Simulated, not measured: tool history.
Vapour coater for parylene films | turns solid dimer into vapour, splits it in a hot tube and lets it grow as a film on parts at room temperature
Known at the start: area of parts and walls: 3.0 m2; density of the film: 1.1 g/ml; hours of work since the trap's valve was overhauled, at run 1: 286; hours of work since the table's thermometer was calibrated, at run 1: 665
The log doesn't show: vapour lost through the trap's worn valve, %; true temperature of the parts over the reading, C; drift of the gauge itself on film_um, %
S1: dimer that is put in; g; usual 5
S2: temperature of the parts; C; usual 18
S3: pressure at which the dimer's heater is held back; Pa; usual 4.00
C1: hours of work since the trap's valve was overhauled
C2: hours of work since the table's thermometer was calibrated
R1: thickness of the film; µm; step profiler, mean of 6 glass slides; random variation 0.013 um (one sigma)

| run | hour | S1 | S2 | S3 | C1 | C2 | R1 |
|---|---|---|---|---|---|---|---|
| 1 | 0.0 | 5 | 18 | 4.00 | 286 | 665 | 0.75 |
| 2 | 27.4 | 4 | 18 | 4.00 | 304 | 684 | 0.61 |
| 3 | 52.9 | 8 | 18 | 4.00 | 322 | 701 | 1.22 |
| 4 | 67.5 | 5 | 18 | 8.13 | 332 | 711 | 0.69 |
| 5 | 84.5 | 5 | 26 | 4.00 | 343 | 723 | 0.60 |
|  | 90.2 | trap's valve overhauled |
| 6 | 119.6 | 5 | 13 | 4.33 | 20 | 744 | 0.89 |
| 7 | 154.0 | 2 | 12 | 4.36 | 44 | 768 | 0.35 |
| 8 | 168.7 | 2 | 12 | 4.36 | 54 | 778 | 0.38 |
| 9 | 192.9 | 2 | 26 | 6.84 | 70 | 794 | 0.22 |
| 10 | 225.1 | 9 | 14 | 9.57 | 92 | 816 | 1.33 |

How the hidden state differs across the entries between the runs, from the last listed run before each to the first after it:
Between runs 5 and 6: trap's valve overhauled (hour 90.2)
  vapour lost through the trap's worn valve, %: 0.3 -> 0.1
